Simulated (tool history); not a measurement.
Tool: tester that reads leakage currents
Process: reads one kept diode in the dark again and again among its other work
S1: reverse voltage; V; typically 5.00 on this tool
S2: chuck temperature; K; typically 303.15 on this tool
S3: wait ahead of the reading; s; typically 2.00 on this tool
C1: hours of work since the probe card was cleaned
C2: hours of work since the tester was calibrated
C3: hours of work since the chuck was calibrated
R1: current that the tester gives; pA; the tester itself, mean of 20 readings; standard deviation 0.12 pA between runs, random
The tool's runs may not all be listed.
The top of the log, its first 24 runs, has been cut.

Run 25, hour 1489.4: usual settings but S1 1.79 V, S2 310.15 K, S3 5.44 s; C1 1657; C2 1583; C3 57. Result: R1 39.74 pA.
Run 26, hour 1532.8: usual settings but S1 6.05 V, S2 301.15 K, S3 5.44 s; C1 1687; C2 1613; C3 87. Result: R1 33.42 pA.
Run 27, hour 1582.5: usual settings but S2 325.15 K; C1 1721; C2 1647; C3 122. Result: R1 151.61 pA.
Run 28, hour 1627.5: usual settings but S2 316.15 K; C1 1753; C2 1679; C3 153. Result: R1 85.11 pA.
Run 29, hour 1712.5: usual settings but S1 3.70 V, S2 304.15 K; C1 1812; C2 1737; C3 212. Result: R1 33.50 pA.
Run 30, hour 1796.8: usual settings but S1 12.77 V, S2 296.15 K, S3 2.48 s; C1 1870; C2 1796; C3 271. Result: R1 33.48 pA.
Run 31, hour 1866.1: usual settings but S1 12.77 V, S2 296.15 K, S3 2.48 s; C1 1918; C2 1844; C3 319. Result: R1 33.32 pA.
Run 32, hour 1909.7: usual settings but S1 14.87 V, S2 314.15 K, S3 1.17 s; C1 1949; C2 1874; C3 349. Result: R1 109.38 pA.
Run 33, hour 1955.6: usual settings but S1 1.99 V, S2 323.15 K, S3 1.17 s; C1 1980; C2 1906; C3 381. Result: R1 93.07 pA.
Run 34, hour 2012.6: usual settings but S1 2.49 V, S3 8.97 s; C1 2020; C2 1946; C3 420. Result: R1 25.66 pA.
Run 35, hour 2084.8: usual settings but S1 2.49 V, S3 8.97 s; C1 2070; C2 1996; C3 471. Result: R1 25.26 pA.
Run 36, hour 2156.0: usual settings but S1 2.49 V, S2 306.15 K, S3 2.45 s; C1 2120; C2 2045; C3 520. Result: R1 31.02 pA.
Run 37, hour 2194.8: usual settings but S1 4.94 V, S2 306.15 K, S3 5.73 s; C1 2146; C2 2072; C3 547. Result: R1 39.88 pA.
Run 38, hour 2269.7: usual settings but S2 305.15 K; C1 2198; C2 2124; C3 599. Result: R1 37.45 pA.
Run 39, hour 2354.4: usual settings but S1 4.45 V, S2 328.15 K, S3 0.38 s; C1 2257; C2 2183; C3 658. Result: R1 161.94 pA.
Run 40, hour 2440.7: usual settings but S1 4.45 V, S2 328.15 K, S3 0.38 s; C1 2317; C2 2243; C3 718. Result: R1 160.06 pA.

Each row is a separate what-if for the run after 40, all from the same tool condition, not one after another. Results?
Run A, hour 2496.1: usual settings but S1 11.71 V, S2 319.15 K, S3 1.06 s; C1 2356; C2 2281; C3 756. Result: R1 ?.
Run B, hour 2496.1: usual settings but S1 2.15 V, S2 312.15 K, S3 0.38 s; C1 2356; C2 2281; C3 756. Result: R1 ?.
Run C, hour 2496.1: usual settings but S1 1.31 V, S2 319.15 K; C1 2356; C2 2281; C3 756. Result: R1 ?.

run      R1
  A  126.01
  B   43.43
  C   57.42
Had the tool no hidden state, the same runs would have come out as:
run      R1
  A  140.83
  B   50.35
  C   67.59

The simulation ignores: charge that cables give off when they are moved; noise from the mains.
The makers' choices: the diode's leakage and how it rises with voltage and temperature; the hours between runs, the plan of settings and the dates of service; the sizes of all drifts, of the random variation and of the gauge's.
